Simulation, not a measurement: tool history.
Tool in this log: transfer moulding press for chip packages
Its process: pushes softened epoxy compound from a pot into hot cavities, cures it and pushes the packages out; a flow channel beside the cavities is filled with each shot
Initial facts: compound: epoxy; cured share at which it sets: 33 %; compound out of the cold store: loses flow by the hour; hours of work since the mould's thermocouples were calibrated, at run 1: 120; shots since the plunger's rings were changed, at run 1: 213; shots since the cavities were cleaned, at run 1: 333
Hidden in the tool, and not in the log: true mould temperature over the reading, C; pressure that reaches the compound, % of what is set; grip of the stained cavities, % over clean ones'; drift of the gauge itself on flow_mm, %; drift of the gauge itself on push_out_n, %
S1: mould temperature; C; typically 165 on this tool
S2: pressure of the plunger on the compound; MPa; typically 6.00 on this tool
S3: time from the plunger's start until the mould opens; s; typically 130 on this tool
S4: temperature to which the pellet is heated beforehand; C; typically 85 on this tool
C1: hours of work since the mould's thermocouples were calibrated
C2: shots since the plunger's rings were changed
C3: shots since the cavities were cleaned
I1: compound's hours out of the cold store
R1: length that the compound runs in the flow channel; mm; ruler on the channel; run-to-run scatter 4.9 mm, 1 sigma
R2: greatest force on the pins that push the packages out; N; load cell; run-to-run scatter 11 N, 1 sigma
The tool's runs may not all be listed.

| run | hour | S1 | S2 | S3 | S4 | C1 | C2 | C3 | I1 | R1 | R2 |
|---|---|---|---|---|---|---|---|---|---|---|---|
| 1 | 0.0 | 165 | 6.00 | 130 | 85 | 120 | 213 | 333 | 18.8 | 752 | 681 |
| 2 | 10.4 | 160 | 6.00 | 130 | 85 | 128 | 327 | 447 | 42.3 | 716 | 988 |
|  | 15.6 | cavities cleaned with cleaning compound and waxed |
| 3 | 22.8 | 165 | 6.00 | 149 | 85 | 136 | 447 | 80 | 11.9 | 773 | 482 |
| 4 | 37.9 | 162 | 6.00 | 130 | 85 | 148 | 613 | 246 | 46.9 | 703 | 807 |
| 5 | 52.4 | 162 | 5.96 | 130 | 85 | 159 | 772 | 405 | 43.2 | 702 | 841 |
|  | 61.4 | cavities cleaned with cleaning compound and waxed |
| 6 | 66.7 | 163 | 6.00 | 130 | 85 | 170 | 913 | 59 | 34.2 | 718 | 614 |
| 7 | 79.6 | 163 | 6.00 | 130 | 85 | 180 | 1054 | 200 | 9.5 | 775 | 753 |
| 8 | 88.5 | 163 | 6.00 | 130 | 85 | 187 | 1152 | 298 | 43.9 | 699 | 732 |
| 9 | 103.1 | 163 | 6.00 | 130 | 86 | 198 | 1312 | 458 | 16.7 | 740 | 849 |
|  | 107.3 | cavities cleaned with cleaning compound and waxed |
| 10 | 121.3 | 165 | 6.46 | 130 | 85 | 211 | 1495 | 153 | 41.1 | 717 | 616 |
| 11 | 129.0 | 165 | 6.46 | 130 | 85 | 217 | 1580 | 238 | 21.3 | 759 | 673 |
| 12 | 142.0 | 165 | 6.46 | 130 | 85 | 227 | 1723 | 381 | 37.1 | 728 | 732 |
|  | 152.7 | cavities cleaned with cleaning compound and waxed |
| 13 | 152.7 | 165 | 6.00 | 144 | 85 | 234 | 1824 | 0 | 46.3 | 683 | 479 |
| 14 | 162.8 | 165 | 6.00 | 130 | 85 | 242 | 1934 | 110 | 19.7 | 732 | 615 |
| 15 | 175.0 | 161 | 6.00 | 119 | 80 | 252 | 2068 | 244 | 31.3 | 722 | 1104 |
| 16 | 184.4 | 172 | 6.00 | 132 | 80 | 259 | 2171 | 347 | 24.4 | 696 | 550 |
| 17 | 193.3 | 170 | 7.05 | 141 | 76 | 266 | 2269 | 445 | 20.4 | 769 | 578 |
|  | 198.9 | cavities cleaned with cleaning compound and waxed |
| 18 | 202.8 | 158 | 5.09 | 141 | 93 | 272 | 2356 | 42 | 32.6 | 665 | 770 |
| 19 | 215.6 | 158 | 5.09 | 141 | 93 | 282 | 2498 | 184 | 31.0 | 673 | 865 |
| 20 | 230.4 | 158 | 5.44 | 141 | 84 | 294 | 2660 | 346 | 12.4 | 737 | 1070 |
|  | 244.9 | cavities cleaned with cleaning compound and waxed |
|  | 248.0 | mould's thermocouples calibrated |
|  | 252.2 | plunger's sealing rings changed |
| 21 | 252.2 | 159 | 6.76 | 138 | 84 | 1 | 0 | 31 | 43.9 | 767 | 688 |
| 22 | 267.9 | 167 | 5.00 | 135 | 76 | 14 | 173 | 204 | 19.1 | 674 | 540 |
| 23 | 283.8 | 165 | 5.94 | 169 | 78 | 26 | 347 | 378 | 19.0 | 756 | 584 |
|  | 295.9 | cavities cleaned with cleaning compound and waxed |
| 24 | 298.9 | 165 | 5.94 | 169 | 86 | 37 | 496 | 33 | 28.3 | 730 | 454 |
| 25 | 315.3 | 165 | 5.94 | 169 | 86 | 49 | 676 | 213 | 21.0 | 756 | 514 |
| 26 | 330.1 | 165 | 5.94 | 169 | 86 | 61 | 838 | 375 | 45.1 | 679 | 550 |
|  | 342.1 | cavities cleaned with cleaning compound and waxed |
| 27 | 348.6 | 165 | 5.94 | 169 | 86 | 74 | 1026 | 72 | 24.1 | 728 | 463 |
| 28 | 359.3 | 165 | 7.11 | 130 | 85 | 83 | 1143 | 189 | 13.6 | 829 | 634 |

How would selected steps in R1 from run to run divide? Give the signed amount a tool lacking its hidden state would still show from settings, what came in and random variation, and the signed amount left for the hidden state, including any gauge scatter that is not in both of the compared results.
Run 17 -> 18: S1 170 -> 158, S2 7.05 -> 5.09, S4 76 -> 93, cavities cleaned with cleaning compound and waxed. R1 -104 mm: hidden state +3, all else -107.
Run 19 -> 20: S2 5.09 -> 5.44, S4 93 -> 84. R1 +64 mm: hidden state -4, all else +68.
Run 20 -> 21: S1 158 -> 159, S2 5.44 -> 6.76, S3 141 -> 138, cavities cleaned with cleaning compound and waxed, mould's thermocouples calibrated, plunger's sealing rings changed. R1 +30 mm: hidden state +27, all else +3.
Run 27 -> 28: S2 5.94 -> 7.11, S3 169 -> 130, S4 86 -> 85. R1 +101 mm: hidden state -2, all else +103.
